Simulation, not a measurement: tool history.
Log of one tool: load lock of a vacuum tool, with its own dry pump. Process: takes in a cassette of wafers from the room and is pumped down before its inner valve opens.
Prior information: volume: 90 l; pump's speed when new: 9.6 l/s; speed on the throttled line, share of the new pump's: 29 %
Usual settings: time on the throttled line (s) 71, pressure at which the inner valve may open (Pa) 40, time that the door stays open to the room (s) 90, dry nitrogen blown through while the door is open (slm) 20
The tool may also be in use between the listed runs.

run,hour,time on the throttled line (s),pressure at which the inner valve may open (Pa),time that the door stays open to the room (s),dry nitrogen blown through while the door is open (slm),"incoming humidity of the room's air, %",time from the closed door until the inner valve may open (s),rise of the pressure with all valves shut (Pa/min)
1,0.0,71,40,90,20,48.6,124.0,0.029
2,465.7,51,40,90,20,44.3,109.8,0.025
3,677.3,51,40,90,20,47.5,110.9,0.027
4,1130.0,51,40,90,20,43.5,111.0,0.025
5,1342.0,71,39,90,20,44.3,123.4,0.032
6,1655.2,71,40,90,5,47.6,124.3,0.039
7,1853.1,71,40,90,20,43.7,123.6,0.023
8,2098.7,71,40,90,20,44.1,125.2,0.028
9,2517.5,71,40,90,20,45.7,122.5,0.031
10,2741.5,71,40,81,20,43.8,123.5,0.020
11,3139.3,71,40,81,20,44.5,123.9,0.025
12,3478.0,71,40,194,20,45.7,125.0,0.046
13,3709.5,83,61,90,23,45.4,128.5,0.024
14,3950.4,48,35,153,23,45.1,109.3,0.034
15,4254.2,48,35,153,12,45.2,109.3,0.043
16,4476.1,48,35,153,12,44.2,108.6,0.041
17,4704.6,92,40,90,17,48.5,138.4,0.030
18,5020.7,92,40,90,17,41.9,140.5,0.020
19,5376.4,71,40,29,26,45.0,124.6,0.008
# hour 5532.5: dry pump taken out, an overhauled one fitted
20,5652.6,51,38,148,26,44.0,109.2,0.030
21,6096.9,55,32,90,8,43.5,114.9,0.033
22,6493.1,71,28,218,20,48.2,125.6,0.054
23,6946.6,71,28,218,20,44.1,127.0,0.049

Consider 4 possible next runs. They are alternatives, not a sequence: every one starts from the tool as it was left by run 23. What does each give?
A,7383.8,93,40,90,20,47.8,?,?
B,7383.8,71,42,151,5,42.2,?,?
C,7383.8,71,28,48,20,45.4,?,?
D,7383.8,54,40,62,11,46.8,?,?

run,time from the closed door until the inner valve may open (s),rise of the pressure with all valves shut (Pa/min)
A,138.7,0.025
B,122.4,0.049
C,126.6,0.019
D,112.2,0.022
With the hidden condition removed and each run's random variation left untouched, the same runs would have given:
run,time from the closed door until the inner valve may open (s),rise of the pressure with all valves shut (Pa/min)
A,138.7,0.024
B,122.4,0.048
C,126.6,0.018
D,112.2,0.021

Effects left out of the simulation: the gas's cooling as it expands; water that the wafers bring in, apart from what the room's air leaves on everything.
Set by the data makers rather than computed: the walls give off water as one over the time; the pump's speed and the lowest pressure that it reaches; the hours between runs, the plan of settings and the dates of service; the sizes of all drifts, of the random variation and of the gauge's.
